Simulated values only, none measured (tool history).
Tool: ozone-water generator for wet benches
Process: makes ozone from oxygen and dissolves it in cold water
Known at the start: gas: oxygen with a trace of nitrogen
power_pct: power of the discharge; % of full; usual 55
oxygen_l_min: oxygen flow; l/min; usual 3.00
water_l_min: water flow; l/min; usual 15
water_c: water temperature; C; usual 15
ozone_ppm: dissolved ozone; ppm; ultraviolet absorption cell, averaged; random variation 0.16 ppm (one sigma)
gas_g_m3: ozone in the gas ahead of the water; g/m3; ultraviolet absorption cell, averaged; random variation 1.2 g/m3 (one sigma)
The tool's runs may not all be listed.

{"run": 1, "hour": 0.0, "power_pct": 55, "oxygen_l_min": 3.0, "water_l_min": 15, "water_c": 15, "ozone_ppm": 20.5, "gas_g_m3": 215.7}
{"run": 2, "hour": 26.6, "power_pct": 55, "oxygen_l_min": 3.0, "water_l_min": 15, "water_c": 15, "ozone_ppm": 20.6, "gas_g_m3": 216.4}
{"run": 3, "hour": 57.2, "power_pct": 55, "oxygen_l_min": 2.85, "water_l_min": 15, "water_c": 15, "ozone_ppm": 20.3, "gas_g_m3": 221.9}
{"run": 4, "hour": 90.1, "power_pct": 55, "oxygen_l_min": 2.85, "water_l_min": 15, "water_c": 15, "ozone_ppm": 20.2, "gas_g_m3": 222.7}
{"run": 5, "hour": 108.0, "power_pct": 55, "oxygen_l_min": 2.85, "water_l_min": 15, "water_c": 15, "ozone_ppm": 20.6, "gas_g_m3": 220.4}
{"run": 6, "hour": 122.5, "power_pct": 55, "oxygen_l_min": 2.85, "water_l_min": 15, "water_c": 15, "ozone_ppm": 20.4, "gas_g_m3": 222.6}
{"run": 7, "hour": 149.6, "power_pct": 55, "oxygen_l_min": 3.0, "water_l_min": 15, "water_c": 15, "ozone_ppm": 20.2, "gas_g_m3": 215.9}
{"run": 8, "hour": 179.9, "power_pct": 55, "oxygen_l_min": 3.0, "water_l_min": 15, "water_c": 15, "ozone_ppm": 20.6, "gas_g_m3": 216.6}
{"run": 9, "hour": 202.7, "power_pct": 55, "oxygen_l_min": 3.0, "water_l_min": 15, "water_c": 15, "ozone_ppm": 20.5, "gas_g_m3": 215.0}
{"run": 10, "hour": 222.1, "power_pct": 55, "oxygen_l_min": 3.0, "water_l_min": 15, "water_c": 15, "ozone_ppm": 20.6, "gas_g_m3": 217.2}
{"run": 11, "hour": 238.7, "power_pct": 55, "oxygen_l_min": 3.0, "water_l_min": 13, "water_c": 15, "ozone_ppm": 23.1, "gas_g_m3": 215.0}
{"hour": 241.6, "done": "water thermometer calibrated"}
{"run": 12, "hour": 263.4, "power_pct": 55, "oxygen_l_min": 3.0, "water_l_min": 15, "water_c": 15, "ozone_ppm": 20.2, "gas_g_m3": 214.1}
{"run": 13, "hour": 298.0, "power_pct": 55, "oxygen_l_min": 3.0, "water_l_min": 15, "water_c": 15, "ozone_ppm": 20.7, "gas_g_m3": 217.6}
{"hour": 308.3, "done": "water thermometer calibrated, once more"}
{"run": 14, "hour": 312.5, "power_pct": 55, "oxygen_l_min": 3.0, "water_l_min": 15, "water_c": 15, "ozone_ppm": 20.6, "gas_g_m3": 214.7}
{"run": 15, "hour": 326.8, "power_pct": 55, "oxygen_l_min": 3.0, "water_l_min": 15, "water_c": 15, "ozone_ppm": 20.5, "gas_g_m3": 217.6}
{"run": 16, "hour": 356.9, "power_pct": 55, "oxygen_l_min": 3.0, "water_l_min": 15, "water_c": 13, "ozone_ppm": 21.0, "gas_g_m3": 215.3}
{"run": 17, "hour": 390.6, "power_pct": 93, "oxygen_l_min": 3.0, "water_l_min": 15, "water_c": 15, "ozone_ppm": 32.1, "gas_g_m3": 339.1}
{"run": 18, "hour": 422.7, "power_pct": 60, "oxygen_l_min": 2.96, "water_l_min": 13, "water_c": 15, "ozone_ppm": 24.9, "gas_g_m3": 234.8}
{"run": 19, "hour": 442.6, "power_pct": 54, "oxygen_l_min": 2.96, "water_l_min": 14, "water_c": 16, "ozone_ppm": 21.0, "gas_g_m3": 212.8}
{"run": 20, "hour": 473.0, "power_pct": 54, "oxygen_l_min": 1.61, "water_l_min": 22, "water_c": 13, "ozone_ppm": 12.6, "gas_g_m3": 304.2}
{"run": 21, "hour": 502.6, "power_pct": 54, "oxygen_l_min": 1.61, "water_l_min": 22, "water_c": 13, "ozone_ppm": 12.1, "gas_g_m3": 302.7}
{"run": 22, "hour": 534.3, "power_pct": 54, "oxygen_l_min": 1.61, "water_l_min": 22, "water_c": 13, "ozone_ppm": 12.2, "gas_g_m3": 299.3}
{"run": 23, "hour": 567.2, "power_pct": 58, "oxygen_l_min": 3.0, "water_l_min": 15, "water_c": 15, "ozone_ppm": 21.2, "gas_g_m3": 225.8}
{"run": 24, "hour": 585.2, "power_pct": 58, "oxygen_l_min": 3.0, "water_l_min": 15, "water_c": 15, "ozone_ppm": 21.4, "gas_g_m3": 226.6}
{"run": 25, "hour": 616.5, "power_pct": 90, "oxygen_l_min": 3.0, "water_l_min": 18, "water_c": 15, "ozone_ppm": 26.1, "gas_g_m3": 326.2}
{"run": 26, "hour": 631.1, "power_pct": 90, "oxygen_l_min": 3.0, "water_l_min": 18, "water_c": 15, "ozone_ppm": 26.2, "gas_g_m3": 332.5}
{"run": 27, "hour": 664.4, "power_pct": 48, "oxygen_l_min": 2.11, "water_l_min": 23, "water_c": 8, "ozone_ppm": 11.5, "gas_g_m3": 234.6}
{"run": 28, "hour": 678.8, "power_pct": 48, "oxygen_l_min": 2.11, "water_l_min": 23, "water_c": 8, "ozone_ppm": 11.4, "gas_g_m3": 231.9}
{"run": 29, "hour": 698.7, "power_pct": 48, "oxygen_l_min": 2.11, "water_l_min": 23, "water_c": 8, "ozone_ppm": 11.6, "gas_g_m3": 231.3}
{"run": 30, "hour": 727.1, "power_pct": 83, "oxygen_l_min": 3.8, "water_l_min": 24, "water_c": 19, "ozone_ppm": 17.7, "gas_g_m3": 266.6}
{"run": 31, "hour": 758.6, "power_pct": 71, "oxygen_l_min": 3.79, "water_l_min": 24, "water_c": 12, "ozone_ppm": 16.5, "gas_g_m3": 232.4}
{"run": 32, "hour": 777.0, "power_pct": 91, "oxygen_l_min": 3.79, "water_l_min": 24, "water_c": 12, "ozone_ppm": 20.5, "gas_g_m3": 290.1}

Measured less the same run without the tool's hidden state. The same run-to-run variation is in both; the gauge's scatter may not be:
The hidden state here: yield of the discharge, % of new electrodes'; contactor's efficiency, % of a clean one's; true water temperature over the reading, C; drift of the gauge itself on ozone_ppm, %; drift of the gauge itself on gas_g_m3, %.
run=1 ozone_ppm=-1.0 gas_g_m3=-2.2
run=2 ozone_ppm=-1.1 gas_g_m3=-2.3
run=3 ozone_ppm=-1.0 gas_g_m3=-2.4
run=4 ozone_ppm=-1.1 gas_g_m3=-2.5
run=5 ozone_ppm=-1.1 gas_g_m3=-2.6
run=6 ozone_ppm=-1.1 gas_g_m3=-2.6
run=7 ozone_ppm=-1.1 gas_g_m3=-2.6
run=8 ozone_ppm=-1.1 gas_g_m3=-2.7
run=9 ozone_ppm=-1.1 gas_g_m3=-2.8
run=10 ozone_ppm=-1.1 gas_g_m3=-2.9
run=11 ozone_ppm=-1.2 gas_g_m3=-2.9
run=12 ozone_ppm=-1.2 gas_g_m3=-2.9
run=13 ozone_ppm=-1.2 gas_g_m3=-3.0
run=14 ozone_ppm=-1.0 gas_g_m3=-3.1
run=15 ozone_ppm=-1.1 gas_g_m3=-3.1
run=16 ozone_ppm=-1.1 gas_g_m3=-3.2
run=17 ozone_ppm=-2.1 gas_g_m3=-8.2
run=18 ozone_ppm=-1.3 gas_g_m3=-4.0
run=19 ozone_ppm=-1.2 gas_g_m3=-3.3
run=20 ozone_ppm=-0.7 gas_g_m3=-4.9
run=21 ozone_ppm=-0.8 gas_g_m3=-4.9
run=22 ozone_ppm=-0.8 gas_g_m3=-5.0
run=23 ozone_ppm=-1.3 gas_g_m3=-4.2
run=24 ozone_ppm=-1.3 gas_g_m3=-4.3
run=25 ozone_ppm=-2.0 gas_g_m3=-9.2
run=26 ozone_ppm=-2.0 gas_g_m3=-9.4
run=27 ozone_ppm=-0.8 gas_g_m3=-3.7
run=28 ozone_ppm=-0.8 gas_g_m3=-3.7
run=29 ozone_ppm=-0.8 gas_g_m3=-3.7
run=30 ozone_ppm=-1.4 gas_g_m3=-7.6
run=31 ozone_ppm=-1.4 gas_g_m3=-5.9
run=32 ozone_ppm=-1.8 gas_g_m3=-9.2
